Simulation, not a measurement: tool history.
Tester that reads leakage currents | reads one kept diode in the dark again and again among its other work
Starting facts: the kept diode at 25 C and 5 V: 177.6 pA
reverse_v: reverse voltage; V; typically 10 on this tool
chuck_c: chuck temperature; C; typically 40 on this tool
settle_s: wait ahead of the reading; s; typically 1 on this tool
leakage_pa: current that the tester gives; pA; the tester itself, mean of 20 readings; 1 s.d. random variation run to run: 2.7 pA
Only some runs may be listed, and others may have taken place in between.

run 1 day=0 | reverse_v=10 chuck_c=40 settle_s=1 | leakage_pa=1063.2
run 2 day=3.421 | reverse_v=10 chuck_c=40 settle_s=1 | leakage_pa=1068.23
run 3 day=7.65 | reverse_v=9 chuck_c=40 settle_s=1 | leakage_pa=1016.51
run 4 day=11.312 | reverse_v=9 chuck_c=40 settle_s=1 | leakage_pa=1018.94
run 5 day=14.146 | reverse_v=10 chuck_c=46 settle_s=1 | leakage_pa=1701.7
-- day=15.379 probe card cleaned and baked
run 6 day=17.279 | reverse_v=10 chuck_c=46 settle_s=1 | leakage_pa=1704.57
run 7 day=19.304 | reverse_v=10 chuck_c=46 settle_s=1 | leakage_pa=1703.64
run 8 day=22.521 | reverse_v=10 chuck_c=46 settle_s=1 | leakage_pa=1718.09
run 9 day=24.729 | reverse_v=10 chuck_c=40 settle_s=1 | leakage_pa=1078.31
-- day=25.212 chuck's temperature calibrated
run 10 day=27.262 | reverse_v=10 chuck_c=40 settle_s=1 | leakage_pa=895.15
run 11 day=30.917 | reverse_v=10 chuck_c=40 settle_s=1 | leakage_pa=902.13
run 12 day=33.417 | reverse_v=10 chuck_c=40 settle_s=1 | leakage_pa=901.46
run 13 day=35.862 | reverse_v=10 chuck_c=40 settle_s=1 | leakage_pa=901.01
run 14 day=40.008 | reverse_v=10 chuck_c=40 settle_s=1 | leakage_pa=907.67
run 15 day=43.371 | reverse_v=9.9 chuck_c=40 settle_s=1 | leakage_pa=902.79
run 16 day=47.1 | reverse_v=9.9 chuck_c=40 settle_s=1 | leakage_pa=910.65
run 17 day=49.725 | reverse_v=9.9 chuck_c=40 settle_s=1 | leakage_pa=919.89
run 18 day=54.342 | reverse_v=10 chuck_c=40 settle_s=1 | leakage_pa=917.91
run 19 day=58.867 | reverse_v=10 chuck_c=51 settle_s=1 | leakage_pa=2163.34
run 20 day=61.762 | reverse_v=10 chuck_c=51 settle_s=9.04 | leakage_pa=2172.48
run 21 day=64.75 | reverse_v=10 chuck_c=51 settle_s=9.04 | leakage_pa=2175.28
run 22 day=68.096 | reverse_v=1 chuck_c=22 settle_s=3.39 | leakage_pa=65.48
run 23 day=71.621 | reverse_v=3.8 chuck_c=50 settle_s=9.58 | leakage_pa=1260.42
run 24 day=75.829 | reverse_v=10 chuck_c=22 settle_s=0.48 | leakage_pa=209.5
run 25 day=77.733 | reverse_v=10 chuck_c=31 settle_s=8.3 | leakage_pa=453.51
run 26 day=80.958 | reverse_v=10 chuck_c=22 settle_s=2.54 | leakage_pa=209.86
-- day=81.3 tester calibrated
run 27 day=85.646 | reverse_v=10 chuck_c=22 settle_s=2.54 | leakage_pa=210.61
run 28 day=89.158 | reverse_v=4.8 chuck_c=23 settle_s=4.86 | leakage_pa=160.7
run 29 day=93.692 | reverse_v=1 chuck_c=40 settle_s=1 | leakage_pa=308.36
run 30 day=97.667 | reverse_v=1 chuck_c=40 settle_s=1 | leakage_pa=309.15
-- day=101.567 tester calibrated, once more
run 31 day=101.8 | reverse_v=2.2 chuck_c=40 settle_s=0.35 | leakage_pa=461.76
run 32 day=105.979 | reverse_v=14.5 chuck_c=56 settle_s=9.22 | leakage_pa=3957.75
run 33 day=109.642 | reverse_v=1.9 chuck_c=29 settle_s=1 | leakage_pa=175.75
run 34 day=112.425 | reverse_v=3 chuck_c=40 settle_s=9 | leakage_pa=544.86
run 35 day=115.933 | reverse_v=3 chuck_c=21 settle_s=9 | leakage_pa=111.11
run 36 day=119.283 | reverse_v=4.8 chuck_c=21 settle_s=0.42 | leakage_pa=142.02
run 37 day=121.783 | reverse_v=4.8 chuck_c=21 settle_s=0.42 | leakage_pa=142.36
run 38 day=124.942 | reverse_v=4.8 chuck_c=39 settle_s=0.42 | leakage_pa=645.58
run 39 day=127.092 | reverse_v=1.3 chuck_c=37 settle_s=1.1 | leakage_pa=287.43
run 40 day=130.975 | reverse_v=10 chuck_c=29 settle_s=1 | leakage_pa=411.24

For each run, the measured value with the value that run would have given without the tool's hidden condition subtracted. The run-to-run variation is shared by both, the gauge scatter possibly not:
Hidden state at play: stray current of the dirty probe card, pA a volt; current scale over the true one, %; true chuck temperature over the reading, C; drift of the gauge itself on leakage_pa, %.
run=1 leakage_pa=+176
run=2 leakage_pa=+179.91
run=3 leakage_pa=+174.6
run=4 leakage_pa=+177.98
run=5 leakage_pa=+286.73
run=6 leakage_pa=+282.08
run=7 leakage_pa=+284.98
run=8 leakage_pa=+291.98
run=9 leakage_pa=+191.91
run=10 leakage_pa=+9.44
run=11 leakage_pa=+12.76
run=12 leakage_pa=+15.02
run=13 leakage_pa=+17.12
run=14 leakage_pa=+21.21
run=15 leakage_pa=+24.24
run=16 leakage_pa=+28.24
run=17 leakage_pa=+31.06
run=18 leakage_pa=+35.23
run=19 leakage_pa=+82.16
run=20 leakage_pa=+88.53
run=21 leakage_pa=+95.18
run=22 leakage_pa=+4.01
run=23 leakage_pa=+62.26
run=24 leakage_pa=+17.8
run=25 leakage_pa=+32.39
run=26 leakage_pa=+19.35
run=27 leakage_pa=+20.15
run=28 leakage_pa=+14.47
run=29 leakage_pa=+21.95
run=30 leakage_pa=+23.05
run=31 leakage_pa=+40.56
run=32 leakage_pa=+330.37
run=33 leakage_pa=+18.64
run=34 leakage_pa=+53.58
run=35 leakage_pa=+14.45
run=36 leakage_pa=+19.66
run=37 leakage_pa=+20.11
run=38 leakage_pa=+72.04
run=39 leakage_pa=+32.33
run=40 leakage_pa=+56.92

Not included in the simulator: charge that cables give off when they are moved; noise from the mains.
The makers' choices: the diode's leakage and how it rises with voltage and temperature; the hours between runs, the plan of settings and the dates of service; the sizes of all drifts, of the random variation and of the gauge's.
